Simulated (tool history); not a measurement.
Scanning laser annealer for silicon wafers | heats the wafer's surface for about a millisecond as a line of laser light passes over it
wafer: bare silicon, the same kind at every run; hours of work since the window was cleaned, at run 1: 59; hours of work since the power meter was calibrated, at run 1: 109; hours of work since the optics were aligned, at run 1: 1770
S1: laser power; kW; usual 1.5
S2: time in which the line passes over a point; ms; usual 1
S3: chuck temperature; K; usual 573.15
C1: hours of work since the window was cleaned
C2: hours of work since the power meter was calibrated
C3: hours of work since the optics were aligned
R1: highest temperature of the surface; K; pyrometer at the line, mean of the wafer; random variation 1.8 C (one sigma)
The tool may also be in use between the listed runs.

run	hour	S1	S2	S3	C1	C2	C3	R1
1	0	1.5	1	573.15	59	109	1770	1314.15
2	28.2	1.5	1	573.15	78	128	1788	1317.15
3	65.5	1.5	1	573.15	102	152	1812	1315.15
4	93.9	1.5	1	573.15	120	170	1831	1315.15
5	140.1	1.5	1	576.15	150	200	1860	1317.15
6	183.4	1.5	1	573.15	178	228	1889	1314.15
7	206.6	1.5	1	573.15	193	243	1904	1315.15
8	253.3	1.5	1	573.15	224	274	1934	1309.15
# hour 281: optics aligned, line set to its width
9	291.1	1.5	1.23	573.15	245	295	7	1416.15
10	329.2	1.5	1.23	573.15	270	320	31	1413.15
11	362.2	1.5	1	573.15	291	341	53	1336.15
12	403.2	1.418	1	573.15	318	368	79	1281.15
13	423.8	1.418	0.87	573.15	331	381	93	1234.15
14	470.7	1.418	0.87	573.15	362	412	123	1232.15
15	511.7	1.418	0.87	573.15	388	438	150	1231.15
16	532.6	1.5	1	573.15	402	452	163	1329.15
17	577.1	1.5	1	573.15	431	481	192	1332.15
18	607.7	1.5	1	573.15	451	501	212	1326.15
19	650.8	1.5	1	573.15	479	529	240	1328.15
20	683.5	1.5	1.17	573.15	500	550	261	1381.15
21	708.4	1.5	1.17	573.15	516	566	278	1385.15
22	739.4	1.32	0.84	609.15	536	586	298	1190.15
23	763.7	1.609	1.15	574.15	552	602	313	1450.15
24	811.4	1.447	1	573.15	583	633	344	1286.15
25	838.8	1.447	0.82	572.15	601	651	362	1222.15
26	886.3	1.345	1.15	573.15	632	682	393	1262.15
27	929.4	1.583	0.84	603.15	660	709	421	1342.15
28	949.1	1.557	0.77	603.15	672	722	434	1294.15
29	979.3	1.37	0.77	555.15	692	742	453	1135.15
30	1021.9	1.521	0.93	576.15	720	770	481	1306.15
31	1058.4	1.521	0.93	576.15	743	793	505	1303.15
32	1096.7	1.521	0.93	576.15	768	818	530	1304.15
33	1136.4	1.347	0.88	573.15	794	844	555	1175.15
34	1171.3	1.545	1.13	585.15	817	867	578	1398.15
35	1204.5	1.375	0.85	573.15	838	888	600	1180.15
36	1239.7	1.375	1	602.15	861	911	623	1258.15
37	1259.7	1.464	1	602.15	874	924	635	1310.15
# hour 1287.4: window over the wafer cleaned
38	1297.2	1.349	1	573.15	6	947	659	1235.15
39	1323.2	1.372	1	573.15	23	964	675	1247.15
40	1354	1.372	0.89	540.15	43	984	695	1178.15

Hidden state at the last listed run before each entry between runs and at the first one after, where it differs:
Between runs 8 and 9: optics aligned, line set to its width (hour 281)
  light that passes the window, % of a clean one's: 99.17 -> 99.11; laser's true power over the reading, %: -0.11 -> -0.12; width of the line over the set one, %: 4.66 -> 0.03
  measured less the result without the state, R1: -38 -> -12 K
Between runs 37 and 38: window over the wafer cleaned (hour 1287.4)
  light that passes the window, % of a clean one's: 97.24 -> 99.97; laser's true power over the reading, %: -0.4 -> -0.41; width of the line over the set one, %: 1.49 -> 1.54
  measured less the result without the state, R1: -40 -> -12 K
